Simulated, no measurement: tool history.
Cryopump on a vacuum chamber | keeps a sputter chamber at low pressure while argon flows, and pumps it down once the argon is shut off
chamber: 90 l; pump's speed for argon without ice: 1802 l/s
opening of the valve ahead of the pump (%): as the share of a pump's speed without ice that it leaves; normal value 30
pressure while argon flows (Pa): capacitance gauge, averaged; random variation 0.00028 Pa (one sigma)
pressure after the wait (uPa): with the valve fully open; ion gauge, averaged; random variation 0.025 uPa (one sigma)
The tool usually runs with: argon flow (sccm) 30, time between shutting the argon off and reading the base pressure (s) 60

run    hour  argon flow (sccm)  time between shutting the argon off and reading the base pressure (s)  opening of the valve ahead of the pump (%)  pressure while argon flows (Pa)  pressure after the wait (uPa)
  1       0                 30                                                                     60                                          30                           0.0941                           1.43
  2    43.5                 30                                                                     60                                          30                           0.0951                           1.44
  3    77.5                 30                                                                     60                                          30                           0.0941                            1.5
  4   130.1                 25                                                                     60                                          30                           0.0788                           1.46
  5   195.6                 25                                                                     60                                          24                           0.0989                           1.56
  6     256                 30                                                                     60                                          55                           0.0528                           1.56
  7   298.2                 30                                                                     60                                          30                           0.0955                           1.61
  8   349.8                 30                                                                     60                                          24                           0.1193                           1.62
  9   424.4                 30                                                                     60                                          19                           0.1497                           1.64
 10   500.1                 30                                                                     60                                          19                           0.1499                           1.71
 11   577.2                 32                                                                     60                                          19                           0.1609                           1.81
 12   655.1                 26                                                                     60                                          48                           0.0533                           1.83
 13   711.5                 26                                                                     60                                          48                           0.0539                           1.79
 14     783                 26                                                                     60                                          48                           0.0543                           1.93
 15   839.5                 22                                                                     93                                          18                           0.1175                           1.62
 16   885.7                 18                                                                     93                                          16                            0.108                           1.69
 17   953.4                 18                                                                    142                                          16                           0.1083                           1.61
 18  1006.8                 21                                                                     60                                          18                           0.1125                           2.13
       1055  -- pump warmed up, emptied and cooled again
 19  1084.4                 21                                                                     60                                          18                           0.1098                           1.94

Had the tool no unlogged condition, and each run kept its random variation, what would the results have been?
What the log doesn't record here: pump's speed, % of a pump's without ice; cold plate's temperature, K; leak into the chamber, uPa l/s; drift of the gauge itself on working_pa, %; drift of the gauge itself on base_upa, %.
run  pressure while argon flows (Pa)  pressure after the wait (uPa)
  1                           0.0935                           0.97
  2                           0.0943                           0.97
  3                           0.0932                           0.99
  4                           0.0778                           0.94
  5                           0.0977                           0.99
  6                           0.0512                           0.97
  7                           0.0938                           0.98
  8                           0.1173                           0.95
  9                           0.1475                           0.94
 10                           0.1474                           0.95
 11                           0.1579                           0.98
 12                           0.0505                           0.97
 13                           0.0509                           0.91
 14                            0.051                           0.99
 15                           0.1146                           0.67
 16                           0.1055                           0.67
 17                           0.1056                           0.54
 18                           0.1092                              1
 19                           0.1095                           0.96
